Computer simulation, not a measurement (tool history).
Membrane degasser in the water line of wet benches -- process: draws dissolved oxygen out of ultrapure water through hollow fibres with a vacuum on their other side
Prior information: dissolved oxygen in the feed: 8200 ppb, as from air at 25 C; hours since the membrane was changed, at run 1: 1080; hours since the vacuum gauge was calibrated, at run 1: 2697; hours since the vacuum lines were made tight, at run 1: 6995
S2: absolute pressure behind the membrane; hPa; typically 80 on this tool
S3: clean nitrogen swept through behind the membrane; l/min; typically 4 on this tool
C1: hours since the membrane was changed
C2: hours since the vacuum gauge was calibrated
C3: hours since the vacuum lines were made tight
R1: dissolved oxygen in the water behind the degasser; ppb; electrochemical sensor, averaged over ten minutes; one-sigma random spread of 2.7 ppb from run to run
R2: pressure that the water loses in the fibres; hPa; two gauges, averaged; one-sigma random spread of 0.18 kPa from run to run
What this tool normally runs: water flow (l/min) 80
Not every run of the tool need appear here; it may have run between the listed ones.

{"run": 1, "hour": 0.0, "water flow (l/min)": 80, "S2": 80, "S3": 4, "C1": 1080, "C2": 2697, "C3": 6995, "R1": 268.4, "R2": 356}
{"run": 2, "hour": 39.8, "water flow (l/min)": 80, "S2": 101.3, "S3": 4, "C1": 1120, "C2": 2737, "C3": 7034, "R1": 357.7, "R2": 352.7}
{"run": 3, "hour": 77.9, "water flow (l/min)": 63, "S2": 80, "S3": 4, "C1": 1158, "C2": 2775, "C3": 7073, "R1": 205.2, "R2": 280.7}
{"run": 4, "hour": 102.1, "water flow (l/min)": 63, "S2": 80, "S3": 4, "C1": 1183, "C2": 2799, "C3": 7097, "R1": 199.9, "R2": 276.8}
{"run": 5, "hour": 125.8, "water flow (l/min)": 63, "S2": 80, "S3": 4, "C1": 1206, "C2": 2823, "C3": 7120, "R1": 202.8, "R2": 276.9}
{"run": 6, "hour": 150.2, "water flow (l/min)": 80, "S2": 80, "S3": 7.24, "C1": 1231, "C2": 2847, "C3": 7145, "R1": 185.4, "R2": 354.5}
{"run": 7, "hour": 195.1, "water flow (l/min)": 80, "S2": 80, "S3": 7.24, "C1": 1276, "C2": 2892, "C3": 7190, "R1": 183.5, "R2": 353.8}
{"run": 8, "hour": 247.1, "water flow (l/min)": 80, "S2": 80, "S3": 5.29, "C1": 1328, "C2": 2944, "C3": 7242, "R1": 224.6, "R2": 356.5}
{"run": 9, "hour": 278.2, "water flow (l/min)": 80, "S2": 80, "S3": 5.29, "C1": 1359, "C2": 2975, "C3": 7273, "R1": 222.5, "R2": 358.6}
{"run": 10, "hour": 327.0, "water flow (l/min)": 99, "S2": 80, "S3": 4, "C1": 1407, "C2": 3024, "C3": 7322, "R1": 348.2, "R2": 441.7}
{"run": 11, "hour": 362.1, "water flow (l/min)": 50, "S2": 61.9, "S3": 4, "C1": 1443, "C2": 3059, "C3": 7357, "R1": 102.3, "R2": 221.9}
{"hour": 366.9, "done": "vacuum gauge calibrated"}
{"run": 12, "hour": 414.3, "water flow (l/min)": 53, "S2": 80, "S3": 4, "C1": 1494, "C2": 47, "C3": 7408, "R1": 165, "R2": 235.9}
{"run": 13, "hour": 444.3, "water flow (l/min)": 66, "S2": 48.5, "S3": 5.28, "C1": 1524, "C2": 77, "C3": 7438, "R1": 86.6, "R2": 294.9}
{"run": 14, "hour": 479.5, "water flow (l/min)": 66, "S2": 48.5, "S3": 5.28, "C1": 1559, "C2": 113, "C3": 7474, "R1": 86.5, "R2": 295.4}
{"run": 15, "hour": 515.4, "water flow (l/min)": 80, "S2": 176.9, "S3": 2.58, "C1": 1595, "C2": 148, "C3": 7509, "R1": 910.5, "R2": 360.4}
{"run": 16, "hour": 552.6, "water flow (l/min)": 80, "S2": 176.9, "S3": 2.58, "C1": 1633, "C2": 186, "C3": 7547, "R1": 905.9, "R2": 356}
{"hour": 570.5, "done": "vacuum gauge calibrated, once more"}
{"run": 17, "hour": 583.8, "water flow (l/min)": 98, "S2": 52, "S3": 4, "C1": 1663, "C2": 13, "C3": 7577, "R1": 201.7, "R2": 436.3}
{"run": 18, "hour": 624.7, "water flow (l/min)": 80, "S2": 80, "S3": 5.32, "C1": 1704, "C2": 54, "C3": 7618, "R1": 223.1, "R2": 356.9}
{"run": 19, "hour": 652.0, "water flow (l/min)": 80, "S2": 57.9, "S3": 7.74, "C1": 1731, "C2": 82, "C3": 7646, "R1": 120.8, "R2": 357.6}
{"run": 20, "hour": 699.1, "water flow (l/min)": 109, "S2": 85.6, "S3": 11.84, "C1": 1779, "C2": 129, "C3": 7693, "R1": 237.3, "R2": 484.4}

Some steps in R1 between neighbouring runs. How much of each would the tool show without its hidden state too (settings, what came in, random variation), and how much is left for the hidden state, with any gauge scatter that isn't in both results?
The tool's hidden condition here consists of: membrane still open, %; true pressure behind the membrane over the reading, kPa; air that leaks in behind the membrane, l/min; drift of the gauge itself on oxygen_ppb, %; drift of the gauge itself on loss_of_pressure_kpa, %.
Run 14 -> 15: water flow (l/min) 66 -> 80, S2 48.5 -> 176.9, S3 5.28 -> 2.58. R1 +824 ppb: hidden state +5.5, all else +818.5.
Run 16 -> 17: water flow (l/min) 80 -> 98, S2 176.9 -> 52, S3 2.58 -> 4, vacuum gauge calibrated, once more. R1 -704.2 ppb: hidden state -6.8, all else -697.4.
